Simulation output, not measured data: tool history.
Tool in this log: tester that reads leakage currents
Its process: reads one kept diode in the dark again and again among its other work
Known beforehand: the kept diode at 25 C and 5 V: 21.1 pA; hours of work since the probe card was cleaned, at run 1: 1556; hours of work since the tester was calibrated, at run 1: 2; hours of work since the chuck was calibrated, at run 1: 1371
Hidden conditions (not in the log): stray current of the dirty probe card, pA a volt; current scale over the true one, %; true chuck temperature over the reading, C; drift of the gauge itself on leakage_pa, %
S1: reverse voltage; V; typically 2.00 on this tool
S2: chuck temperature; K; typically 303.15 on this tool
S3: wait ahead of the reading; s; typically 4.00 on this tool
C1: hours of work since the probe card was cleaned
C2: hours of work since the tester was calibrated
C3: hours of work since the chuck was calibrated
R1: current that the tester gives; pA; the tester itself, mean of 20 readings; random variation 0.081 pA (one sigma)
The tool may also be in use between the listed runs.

Run 1, hour 0.0: usual settings; C1 1556; C2 2; C3 1371. Result: R1 18.51 pA.
Run 2, hour 63.5: usual settings but S2 308.15 K; C1 1603; C2 49; C3 1418. Result: R1 28.79 pA.
Run 3, hour 115.1: usual settings but S2 308.15 K; C1 1641; C2 88; C3 1457. Result: R1 28.69 pA.
Run 4, hour 177.7: usual settings but S1 8.51 V; C1 1688; C2 134; C3 1503. Result: R1 41.74 pA.
Run 5, hour 257.8: usual settings but S1 1.10 V; C1 1747; C2 194; C3 1563. Result: R1 13.31 pA.
Run 6, hour 294.6: usual settings but S1 1.10 V; C1 1774; C2 221; C3 1590. Result: R1 13.27 pA.
Run 7, hour 374.0: usual settings but S1 1.10 V; C1 1833; C2 280; C3 1649. Result: R1 13.17 pA.
At hour 446.7: chuck's temperature calibrated.
Run 8, hour 446.7: usual settings but S1 1.10 V; C1 1886; C2 333; C3 0. Result: R1 16.29 pA.
Run 9, hour 534.7: usual settings; C1 1951; C2 398; C3 65. Result: R1 22.48 pA.
Run 10, hour 582.7: usual settings; C1 1987; C2 434; C3 101. Result: R1 22.27 pA.
Run 11, hour 631.7: usual settings but S1 6.38 V; C1 2023; C2 470; C3 137. Result: R1 42.48 pA.
Run 12, hour 708.8: usual settings but S3 2.27 s; C1 2081; C2 527; C3 195. Result: R1 22.39 pA.
Run 13, hour 762.9: usual settings but S3 2.27 s; C1 2121; C2 567; C3 235. Result: R1 22.19 pA.
Run 14, hour 803.0: usual settings but S3 2.27 s; C1 2151; C2 597; C3 265. Result: R1 22.13 pA.
Run 15, hour 877.0: usual settings but S3 2.27 s; C1 2205; C2 652; C3 320. Result: R1 22.09 pA.
Run 16, hour 944.8: usual settings but S2 310.15 K, S3 2.27 s; C1 2256; C2 702; C3 370. Result: R1 40.06 pA.
Run 17, hour 1017.0: usual settings; C1 2309; C2 756; C3 424. Result: R1 21.69 pA.
Run 18, hour 1087.1: usual settings; C1 2362; C2 808; C3 476. Result: R1 21.81 pA.
Run 19, hour 1147.1: usual settings but S3 6.96 s; C1 2406; C2 853; C3 520. Result: R1 21.65 pA.
Run 20, hour 1190.5: usual settings; C1 2438; C2 885; C3 552. Result: R1 21.59 pA.
Run 21, hour 1276.4: usual settings but S2 311.15 K; C1 2502; C2 949; C3 616. Result: R1 42.18 pA.
Run 22, hour 1359.3: usual settings but S1 13.64 V, S2 311.15 K, S3 0.76 s; C1 2564; C2 1010; C3 678. Result: R1 125.24 pA.
Run 23, hour 1401.0: usual settings but S1 10.00 V, S2 311.15 K, S3 0.59 s; C1 2595; C2 1041; C3 709. Result: R1 105.53 pA.
Run 24, hour 1448.0: usual settings but S2 296.15 K; C1 2630; C2 1076; C3 744. Result: R1 11.83 pA.
Run 25, hour 1483.9: usual settings but S1 16.97 V, S2 301.15 K, S3 6.25 s; C1 2656; C2 1103; C3 770. Result: R1 63.49 pA.
At hour 1489.6: tester calibrated.
Run 26, hour 1525.2: usual settings but S1 16.97 V, S2 301.15 K, S3 6.25 s; C1 2685; C2 26; C3 800. Result: R1 63.76 pA.
Run 27, hour 1579.6: usual settings but S1 16.97 V, S2 301.15 K, S3 6.25 s; C1 2726; C2 67; C3 840. Result: R1 63.92 pA.
At hour 1634.2: tester calibrated, once more.
Run 28, hour 1644.5: usual settings but S1 16.97 V, S2 301.15 K, S3 6.25 s; C1 2773; C2 8; C3 887. Result: R1 62.68 pA.
Run 29, hour 1682.9: usual settings but S1 2.74 V, S3 1.67 s; C1 2801; C2 36; C3 915. Result: R1 25.11 pA.
Run 30, hour 1721.3: usual settings but S2 296.15 K; C1 2830; C2 65; C3 944. Result: R1 11.61 pA.
Run 31, hour 1788.4: usual settings but S2 296.15 K; C1 2879; C2 114; C3 993. Result: R1 11.57 pA.
Run 32, hour 1865.1: usual settings but S1 1.43 V, S2 324.15 K; C1 2936; C2 171; C3 1050. Result: R1 97.94 pA.
Run 33, hour 1907.8: usual settings but S1 6.43 V, S2 323.15 K, S3 1.07 s; C1 2968; C2 203; C3 1082. Result: R1 199.67 pA.
Run 34, hour 1965.4: usual settings but S1 6.43 V, S2 323.15 K, S3 1.07 s; C1 3011; C2 246; C3 1125. Result: R1 199.31 pA.
Run 35, hour 2022.4: usual settings but S1 2.95 V, S2 297.15 K, S3 7.51 s; C1 3053; C2 288; C3 1167. Result: R1 15.53 pA.
Run 36, hour 2077.0: usual settings but S1 1.36 V, S2 325.15 K; C1 3094; C2 329; C3 1208. Result: R1 101.48 pA.
Run 37, hour 2135.8: usual settings but S1 10.00 V, S3 5.07 s; C1 3137; C2 372; C3 1251. Result: R1 51.78 pA.
Run 38, hour 2197.5: usual settings but S1 15.51 V, S2 309.15 K, S3 2.09 s; C1 3183; C2 418; C3 1297. Result: R1 106.99 pA.
Run 39, hour 2257.8: usual settings but S2 300.15 K, S3 0.32 s; C1 3228; C2 463; C3 1342. Result: R1 17.79 pA.
Run 40, hour 2323.2: usual settings but S1 3.54 V, S2 297.15 K, S3 1.51 s; C1 3277; C2 512; C3 1391. Result: R1 18.04 pA.

How would selected steps in R1 from run to run divide? Give the signed amount a tool lacking its hidden state would still show from settings, what came in and random variation, and the signed amount left for the hidden state, including any gauge scatter that is not in both of the compared results.
Run 23 -> 24: S1 10.00 -> 2.00, S2 311.15 -> 296.15, S3 0.59 -> 4.00. R1 -93.70 pA: hidden state -0.32, all else -93.38.
Run 32 -> 33: S1 1.43 -> 6.43, S2 324.15 -> 323.15, S3 4.00 -> 1.07. R1 +101.73 pA: hidden state -7.94, all else +109.67.
Run 34 -> 35: S1 6.43 -> 2.95, S2 323.15 -> 297.15, S3 1.07 -> 7.51. R1 -183.78 pA: hidden state +20.25, all else -204.03.
Run 35 -> 36: S1 2.95 -> 1.36, S2 297.15 -> 325.15, S3 7.51 -> 4.00. R1 +85.95 pA: hidden state -13.69, all else +99.64.
Run 36 -> 37: S1 1.36 -> 10.00, S2 325.15 -> 303.15, S3 4.00 -> 5.07. R1 -49.70 pA: hidden state +15.81, all else -65.51.

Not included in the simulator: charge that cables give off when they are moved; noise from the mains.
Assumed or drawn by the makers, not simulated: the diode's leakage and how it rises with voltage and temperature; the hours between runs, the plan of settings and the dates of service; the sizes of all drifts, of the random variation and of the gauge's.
